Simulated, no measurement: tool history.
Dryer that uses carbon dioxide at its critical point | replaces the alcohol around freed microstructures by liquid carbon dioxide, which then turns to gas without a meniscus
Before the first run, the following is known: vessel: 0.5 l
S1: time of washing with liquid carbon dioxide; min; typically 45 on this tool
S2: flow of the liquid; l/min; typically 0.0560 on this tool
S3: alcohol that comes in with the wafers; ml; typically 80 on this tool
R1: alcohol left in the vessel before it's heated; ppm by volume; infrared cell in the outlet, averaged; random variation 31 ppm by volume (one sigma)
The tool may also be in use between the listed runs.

run 1 hour=0.0 | S1=45 S2=0.0560 S3=80 | R1=2994
run 2 hour=50.3 | S1=45 S2=0.0560 S3=80 | R1=3204
run 3 hour=92.9 | S1=45 S2=0.0560 S3=80 | R1=3394
run 4 hour=131.1 | S1=45 S2=0.0560 S3=80 | R1=3567
run 5 hour=176.8 | S1=45 S2=0.0560 S3=50 | R1=2367
run 6 hour=214.4 | S1=45 S2=0.0560 S3=80 | R1=4104
run 7 hour=241.6 | S1=45 S2=0.0560 S3=80 | R1=4176
-- hour=250.7 inlet filter changed
run 8 hour=297.1 | S1=45 S2=0.0560 S3=80 | R1=2218
run 9 hour=335.1 | S1=45 S2=0.0560 S3=80 | R1=2370
run 10 hour=382.9 | S1=45 S2=0.0560 S3=80 | R1=2524
run 11 hour=426.8 | S1=45 S2=0.0560 S3=80 | R1=2698
run 12 hour=459.7 | S1=45 S2=0.0560 S3=80 | R1=2783
run 13 hour=504.5 | S1=45 S2=0.0560 S3=80 | R1=3017
run 14 hour=546.2 | S1=45 S2=0.0599 S3=80 | R1=2431
run 15 hour=572.8 | S1=70 S2=0.0351 S3=80 | R1=3564
run 16 hour=599.4 | S1=48 S2=0.0832 S3=46 | R1=261
run 17 hour=621.7 | S1=56 S2=0.0560 S3=80 | R1=1392

Run 18 comes next. What will it give?
run 18 hour=665.2 | S1=35 S2=0.0560 S3=80 | R1=?

R1: 8560 ppm by volume
Were there no unlogged condition in the tool, this run, its random variation unchanged, would have produced R1 5367 ppm by volume.
